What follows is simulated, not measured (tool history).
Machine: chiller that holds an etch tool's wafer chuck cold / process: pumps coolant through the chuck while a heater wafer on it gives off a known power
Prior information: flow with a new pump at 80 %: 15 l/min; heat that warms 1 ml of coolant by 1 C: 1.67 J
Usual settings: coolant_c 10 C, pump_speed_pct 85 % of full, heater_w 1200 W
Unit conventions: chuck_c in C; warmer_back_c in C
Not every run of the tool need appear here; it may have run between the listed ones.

{"run": 1, "hour": 0.0, "coolant_c": 10, "pump_speed_pct": 85, "heater_w": 1200, "chuck_c": 20.2, "warmer_back_c": 2.76}
{"run": 2, "hour": 27.5, "coolant_c": 10, "pump_speed_pct": 85, "heater_w": 1200, "chuck_c": 20.3, "warmer_back_c": 2.75}
{"run": 3, "hour": 59.4, "coolant_c": 10, "pump_speed_pct": 85, "heater_w": 1200, "chuck_c": 20.5, "warmer_back_c": 2.81}
{"run": 4, "hour": 96.7, "coolant_c": 10, "pump_speed_pct": 85, "heater_w": 1200, "chuck_c": 20.3, "warmer_back_c": 2.79}
{"run": 5, "hour": 132.5, "coolant_c": 10, "pump_speed_pct": 85, "heater_w": 1200, "chuck_c": 20.3, "warmer_back_c": 2.81}
{"run": 6, "hour": 170.0, "coolant_c": 10, "pump_speed_pct": 85, "heater_w": 1200, "chuck_c": 20.4, "warmer_back_c": 2.81}
{"run": 7, "hour": 231.5, "coolant_c": 10, "pump_speed_pct": 85, "heater_w": 1200, "chuck_c": 20.4, "warmer_back_c": 2.8}
{"run": 8, "hour": 263.9, "coolant_c": 10, "pump_speed_pct": 85, "heater_w": 1200, "chuck_c": 20.1, "warmer_back_c": 2.84}
{"run": 9, "hour": 295.6, "coolant_c": 10, "pump_speed_pct": 63, "heater_w": 1200, "chuck_c": 23.3, "warmer_back_c": 3.88}
{"run": 10, "hour": 355.3, "coolant_c": 16, "pump_speed_pct": 63, "heater_w": 1200, "chuck_c": 29.3, "warmer_back_c": 3.91}
{"run": 11, "hour": 391.2, "coolant_c": 7, "pump_speed_pct": 85, "heater_w": 1200, "chuck_c": 17.6, "warmer_back_c": 2.79}
{"run": 12, "hour": 452.1, "coolant_c": 7, "pump_speed_pct": 85, "heater_w": 1200, "chuck_c": 17.4, "warmer_back_c": 2.84}
{"run": 13, "hour": 510.8, "coolant_c": 7, "pump_speed_pct": 60, "heater_w": 637, "chuck_c": 14.6, "warmer_back_c": 2.18}
{"run": 14, "hour": 538.6, "coolant_c": 10, "pump_speed_pct": 95, "heater_w": 786, "chuck_c": 16.4, "warmer_back_c": 1.63}
{"hour": 547.9, "done": "chiller's thermometer calibrated"}
{"run": 15, "hour": 593.7, "coolant_c": 11, "pump_speed_pct": 85, "heater_w": 1200, "chuck_c": 21.2, "warmer_back_c": 2.86}
{"run": 16, "hour": 651.9, "coolant_c": 18, "pump_speed_pct": 81, "heater_w": 1200, "chuck_c": 28.7, "warmer_back_c": 2.99}
{"run": 17, "hour": 695.3, "coolant_c": 8, "pump_speed_pct": 82, "heater_w": 1219, "chuck_c": 18.8, "warmer_back_c": 2.97}
{"run": 18, "hour": 724.8, "coolant_c": 14, "pump_speed_pct": 69, "heater_w": 757, "chuck_c": 21.9, "warmer_back_c": 2.24}
{"run": 19, "hour": 751.2, "coolant_c": 14, "pump_speed_pct": 69, "heater_w": 757, "chuck_c": 21.8, "warmer_back_c": 2.21}
{"run": 20, "hour": 778.8, "coolant_c": 14, "pump_speed_pct": 69, "heater_w": 936, "chuck_c": 23.6, "warmer_back_c": 2.79}
{"run": 21, "hour": 823.5, "coolant_c": 14, "pump_speed_pct": 85, "heater_w": 1217, "chuck_c": 24.5, "warmer_back_c": 2.86}
{"run": 22, "hour": 880.8, "coolant_c": 13, "pump_speed_pct": 62, "heater_w": 1148, "chuck_c": 26.0, "warmer_back_c": 3.82}
{"run": 23, "hour": 911.4, "coolant_c": 13, "pump_speed_pct": 62, "heater_w": 1148, "chuck_c": 25.9, "warmer_back_c": 3.83}

4 options for the next run, each taken on its own from the tool as it stands now. Forecast them:
{"run": "A", "hour": 943.5, "coolant_c": 13, "pump_speed_pct": 72, "heater_w": 1148, "chuck_c": "?", "warmer_back_c": "?"}
{"run": "B", "hour": 943.5, "coolant_c": 7, "pump_speed_pct": 90, "heater_w": 1200, "chuck_c": "?", "warmer_back_c": "?"}
{"run": "C", "hour": 943.5, "coolant_c": 7, "pump_speed_pct": 88, "heater_w": 1029, "chuck_c": "?", "warmer_back_c": "?"}
{"run": "D", "hour": 943.5, "coolant_c": 10, "pump_speed_pct": 84, "heater_w": 652, "chuck_c": "?", "warmer_back_c": "?"}

run=A chuck_c=24.5 warmer_back_c=3.26
run=B chuck_c=16.9 warmer_back_c=2.68
run=C chuck_c=15.7 warmer_back_c=2.34
run=D chuck_c=15.7 warmer_back_c=1.56
Without the tool's unlogged condition, the same runs would have read:
run=A chuck_c=23.3 warmer_back_c=3.10
run=B chuck_c=15.9 warmer_back_c=2.54
run=C chuck_c=14.8 warmer_back_c=2.22
run=D chuck_c=15.0 warmer_back_c=1.48

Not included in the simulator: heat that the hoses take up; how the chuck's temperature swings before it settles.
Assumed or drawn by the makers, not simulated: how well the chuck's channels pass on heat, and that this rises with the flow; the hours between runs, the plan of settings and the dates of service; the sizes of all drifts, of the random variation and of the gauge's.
